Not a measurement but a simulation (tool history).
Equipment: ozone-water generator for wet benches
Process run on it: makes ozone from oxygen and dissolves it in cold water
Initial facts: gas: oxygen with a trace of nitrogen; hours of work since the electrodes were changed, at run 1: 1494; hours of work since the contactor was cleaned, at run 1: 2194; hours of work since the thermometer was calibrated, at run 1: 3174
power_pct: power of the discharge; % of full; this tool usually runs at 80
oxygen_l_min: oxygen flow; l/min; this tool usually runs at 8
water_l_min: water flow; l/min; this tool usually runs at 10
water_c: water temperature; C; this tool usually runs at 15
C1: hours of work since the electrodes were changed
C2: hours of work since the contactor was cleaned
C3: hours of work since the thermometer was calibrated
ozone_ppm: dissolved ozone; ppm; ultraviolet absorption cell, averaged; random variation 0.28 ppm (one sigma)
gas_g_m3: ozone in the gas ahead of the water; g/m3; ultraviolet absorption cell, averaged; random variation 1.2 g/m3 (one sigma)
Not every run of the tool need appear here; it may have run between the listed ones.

Run 1, hour 0: usual settings; C1 1494; C2 2194; C3 3174. Result: ozone_ppm 38 ppm, gas_g_m3 197.9 g/m3.
Run 2, hour 32.6: usual settings; C1 1526; C2 2226; C3 3206. Result: ozone_ppm 38.3 ppm, gas_g_m3 196.6 g/m3.
Run 3, hour 70.2: usual settings; C1 1563; C2 2263; C3 3243. Result: ozone_ppm 37.8 ppm, gas_g_m3 198.1 g/m3.
Run 4, hour 109.2: usual settings; C1 1601; C2 2302; C3 3281. Result: ozone_ppm 37.8 ppm, gas_g_m3 196.2 g/m3.
Run 5, hour 132.9: usual settings; C1 1624; C2 2325; C3 3305. Result: ozone_ppm 37.6 ppm, gas_g_m3 197.3 g/m3.
Run 6, hour 172.8: usual settings; C1 1663; C2 2364; C3 3344. Result: ozone_ppm 37.4 ppm, gas_g_m3 196.7 g/m3.
Run 7, hour 195.5: usual settings; C1 1686; C2 2386; C3 3366. Result: ozone_ppm 37.9 ppm, gas_g_m3 194.6 g/m3.
Run 8, hour 219.2: usual settings; C1 1709; C2 2410; C3 3389. Result: ozone_ppm 37.5 ppm, gas_g_m3 197.2 g/m3.
Run 9, hour 248.8: usual settings; C1 1738; C2 2439; C3 3418. Result: ozone_ppm 37.8 ppm, gas_g_m3 194.7 g/m3.
Run 10, hour 270.6: usual settings; C1 1759; C2 2460; C3 3440. Result: ozone_ppm 37.8 ppm, gas_g_m3 195.7 g/m3.
Run 11, hour 307.1: usual settings but power_pct 66 % of full; C1 1795; C2 2496; C3 3476. Result: ozone_ppm 31.6 ppm, gas_g_m3 165.9 g/m3.
Run 12, hour 326.1: usual settings but power_pct 41 % of full; C1 1814; C2 2514; C3 3494. Result: ozone_ppm 21.2 ppm, gas_g_m3 111.1 g/m3.
Run 13, hour 350: usual settings but power_pct 41 % of full, water_c 14 C; C1 1837; C2 2538; C3 3518. Result: ozone_ppm 21.5 ppm, gas_g_m3 111.8 g/m3.
Run 14, hour 376.5: usual settings but power_pct 41 % of full, water_c 14 C; C1 1863; C2 2564; C3 3544. Result: ozone_ppm 21.6 ppm, gas_g_m3 109.7 g/m3.
Run 15, hour 410.7: usual settings but power_pct 41 % of full, water_c 14 C; C1 1897; C2 2598; C3 3577. Result: ozone_ppm 21.3 ppm, gas_g_m3 110.2 g/m3.
Run 16, hour 429.5: usual settings but power_pct 41 % of full, water_c 14 C; C1 1915; C2 2616; C3 3596. Result: ozone_ppm 21.3 ppm, gas_g_m3 109.4 g/m3.
Run 17, hour 452.4: usual settings but power_pct 53 % of full, oxygen_l_min 10.17 l/min, water_c 14 C; C1 1938; C2 2638; C3 3618. Result: ozone_ppm 24.1 ppm, gas_g_m3 116 g/m3.
Run 18, hour 490.3: usual settings but power_pct 53 % of full, oxygen_l_min 10.17 l/min, water_c 14 C; C1 1975; C2 2676; C3 3655. Result: ozone_ppm 24.4 ppm, gas_g_m3 115.7 g/m3.
Run 19, hour 523: usual settings but power_pct 63 % of full, water_l_min 13 l/min, water_c 11 C; C1 2007; C2 2708; C3 3688. Result: ozone_ppm 27.4 ppm, gas_g_m3 158.3 g/m3.
Run 20, hour 539.6: usual settings but power_pct 50 % of full, oxygen_l_min 12.84 l/min, water_c 23 C; C1 2023; C2 2724; C3 3704. Result: ozone_ppm 16.3 ppm, gas_g_m3 94.2 g/m3.
Run 21, hour 557.2: usual settings but power_pct 50 % of full, oxygen_l_min 12.84 l/min, water_c 23 C; C1 2041; C2 2741; C3 3721. Result: ozone_ppm 16.6 ppm, gas_g_m3 94.9 g/m3.
Run 22, hour 591.5: usual settings but power_pct 50 % of full, oxygen_l_min 12.84 l/min, water_c 23 C; C1 2074; C2 2775; C3 3755. Result: ozone_ppm 16.5 ppm, gas_g_m3 93.4 g/m3.
Run 23, hour 613: usual settings but power_pct 50 % of full, oxygen_l_min 12.84 l/min, water_c 23 C; C1 2095; C2 2796; C3 3776. Result: ozone_ppm 16.6 ppm, gas_g_m3 94.9 g/m3.
Run 24, hour 640.5: usual settings but power_pct 50 % of full, oxygen_l_min 12.84 l/min, water_c 23 C; C1 2122; C2 2823; C3 3803. Result: ozone_ppm 16.7 ppm, gas_g_m3 94 g/m3.
Run 25, hour 661.9: usual settings but power_pct 50 % of full, oxygen_l_min 12.84 l/min, water_c 23 C; C1 2143; C2 2844; C3 3824. Result: ozone_ppm 16.3 ppm, gas_g_m3 94.8 g/m3.
Run 26, hour 696.7: usual settings but power_pct 50 % of full, oxygen_l_min 12.84 l/min, water_c 23 C; C1 2177; C2 2878; C3 3858. Result: ozone_ppm 16.2 ppm, gas_g_m3 94.1 g/m3.
Run 27, hour 730.9: usual settings but power_pct 67 % of full, oxygen_l_min 12.84 l/min, water_c 22 C; C1 2211; C2 2912; C3 3892. Result: ozone_ppm 21.6 ppm, gas_g_m3 119.5 g/m3.
Run 28, hour 752.2: usual settings but water_c 16 C; C1 2232; C2 2933; C3 3913. Result: ozone_ppm 35.9 ppm, gas_g_m3 192.2 g/m3.
Run 29, hour 769.3: usual settings but water_c 16 C; C1 2249; C2 2950; C3 3929. Result: ozone_ppm 35.2 ppm, gas_g_m3 190.9 g/m3.
Run 30, hour 787.9: usual settings but oxygen_l_min 12.33 l/min; C1 2267; C2 2968; C3 3948. Result: ozone_ppm 29.6 ppm, gas_g_m3 143.8 g/m3.
Run 31, hour 806.6: usual settings but oxygen_l_min 12.33 l/min; C1 2285; C2 2986; C3 3966. Result: ozone_ppm 30.3 ppm, gas_g_m3 140.1 g/m3.
Run 32, hour 825.2: usual settings but oxygen_l_min 12.33 l/min, water_c 10 C; C1 2304; C2 3004; C3 3984. Result: ozone_ppm 34 ppm, gas_g_m3 141 g/m3.

Measured less the same run without the tool's hidden state. The same run-to-run variation is in both; the gauge's scatter may not be:
Unlogged tool condition in this case: yield of the discharge, % of new electrodes'; contactor's efficiency, % of a clean one's; true water temperature over the reading, C; drift of the gauge itself on ozone_ppm, %; drift of the gauge itself on gas_g_m3, %.
run  ozone_ppm  gas_g_m3
  1       -4.9     -15.8
  2         -5     -16.1
  3       -5.1     -16.6
  4       -5.2     -16.6
  5       -5.2       -17
  6       -5.3     -17.3
  7       -5.4     -17.5
  8       -5.4     -17.8
  9       -5.5     -17.9
 10       -5.6     -18.2
 11       -4.3     -13.2
 12       -2.1      -4.8
 13       -2.2      -4.9
 14       -2.1      -4.9
 15       -2.2        -5
 16       -2.2        -5
 17         -3      -7.8
 18       -3.1      -7.9
 19       -4.2     -13.3
 20       -2.1      -6.1
 21       -2.1      -6.1
 22       -2.2      -6.3
 23       -2.1      -6.3
 24       -2.2      -6.4
 25       -2.3      -6.5
 26       -2.2      -6.6
 27       -3.6     -11.9
 28       -6.6     -22.4
 29       -6.6     -22.5
 30       -5.6       -17
 31       -5.7     -16.8
 32       -6.6     -17.1

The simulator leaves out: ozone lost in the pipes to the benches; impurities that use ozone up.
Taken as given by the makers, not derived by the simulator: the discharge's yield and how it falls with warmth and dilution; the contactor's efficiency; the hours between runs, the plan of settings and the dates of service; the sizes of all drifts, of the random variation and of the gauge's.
